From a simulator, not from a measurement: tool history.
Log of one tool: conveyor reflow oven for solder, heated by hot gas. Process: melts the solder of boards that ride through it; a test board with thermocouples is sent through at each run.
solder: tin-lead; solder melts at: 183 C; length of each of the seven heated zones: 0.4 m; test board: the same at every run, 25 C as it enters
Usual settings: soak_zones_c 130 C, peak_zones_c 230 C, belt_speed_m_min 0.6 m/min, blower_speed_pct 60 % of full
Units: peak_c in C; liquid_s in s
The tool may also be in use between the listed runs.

run   hour  soak_zones_c  peak_zones_c  belt_speed_m_min  blower_speed_pct  peak_c  liquid_s
  1      0           130           230               0.6                60   207.5      46.9
  2   13.4           130           230               0.6                60   207.3      47.2
      29.9  -- flux residue cleaned out of gas plates and filters
  3   31.7           130           230               0.6                60   210.2      50.8
  4   41.4           130           230               0.6                60   210.3        50
  5   49.5           130           230               0.6                60   210.2      50.6
  6   61.8           143           230               0.6                60     213      58.1
  7   69.3           130           230               0.6                60   210.3      50.8
  8   80.5           130           230               0.6                60   210.2        51
  9   88.7           130           230               0.6                60   210.3      50.6
 10  100.7           130           230               0.6                60   210.3      50.4
 11  108.6           117           230               0.6                60   207.6      43.9
 12    121           130           230               0.6                60   209.9      50.6
 13  134.1           130           230               0.6                60   210.3      50.5
 14  148.2           130           230               0.6                60   210.3      50.3
 15  155.2           130           230               0.6                60   210.3      50.6
 16  164.7           127           219             0.495                67   207.8      60.7
 17  178.2           127           219             0.495                79   210.5        65
 18    191           130           230             0.603                88     217      58.1
 19  201.5           130           221               0.6                74   206.4      48.3
 20  207.9           141           240             0.689                74     220      54.9
 21  218.9           131           231             0.676                60   205.9      40.7
 22    232           130           230               0.6                58   208.9      49.6
 23  239.6           130           230               0.6                58   208.9      48.9
 24  248.5           130           230               0.6                58   208.9      48.9
 25  255.7           130           227             0.604                58   206.1        46
 26  265.6           130           223              0.67                84   206.9      43.4
 27    274           130           240             0.698                74   216.8      48.9
 28    285           130           240             0.698                74   216.5      48.9
 29  293.9           119           225             0.537                65   208.9      52.5
 30    305           119           225             0.537                65   208.7      52.7

Some steps in peak_c between neighbouring runs. How much of each would the tool show without its hidden state too (settings, what came in, random variation), and how much is left for the hidden state, with any gauge scatter that isn't in both results?
The hidden state here: heat that the gas passes to the board, % of a clean oven's; belt's true speed, % of the reading; true gas temperature in zones 6 and 7 over the reading, C; drift of the gauge itself on peak_c, C; drift of the gauge itself on liquid_s, %.
Run 2 -> 3: flux residue cleaned out of gas plates and filters. peak_c +2.9 C: hidden state +3, all else -0.1.
Run 18 -> 19: peak_zones_c 230 -> 221, belt_speed_m_min 0.603 -> 0.6, blower_speed_pct 88 -> 74. peak_c -10.6 C: hidden state +0, all else -10.6.
Run 19 -> 20: soak_zones_c 130 -> 141, peak_zones_c 221 -> 240, belt_speed_m_min 0.6 -> 0.689. peak_c +13.6 C: hidden state -0.1, all else +13.7.
Run 20 -> 21: soak_zones_c 141 -> 131, peak_zones_c 240 -> 231, belt_speed_m_min 0.689 -> 0.676, blower_speed_pct 74 -> 60. peak_c -14.1 C: hidden state +0, all else -14.1.
Run 25 -> 26: peak_zones_c 227 -> 223, belt_speed_m_min 0.604 -> 0.67, blower_speed_pct 58 -> 84. peak_c +0.8 C: hidden state -0.3, all else +1.1.
Run 28 -> 29: soak_zones_c 130 -> 119, peak_zones_c 240 -> 225, belt_speed_m_min 0.698 -> 0.537, blower_speed_pct 74 -> 65. peak_c -7.6 C: hidden state +0.3, all else -7.9.

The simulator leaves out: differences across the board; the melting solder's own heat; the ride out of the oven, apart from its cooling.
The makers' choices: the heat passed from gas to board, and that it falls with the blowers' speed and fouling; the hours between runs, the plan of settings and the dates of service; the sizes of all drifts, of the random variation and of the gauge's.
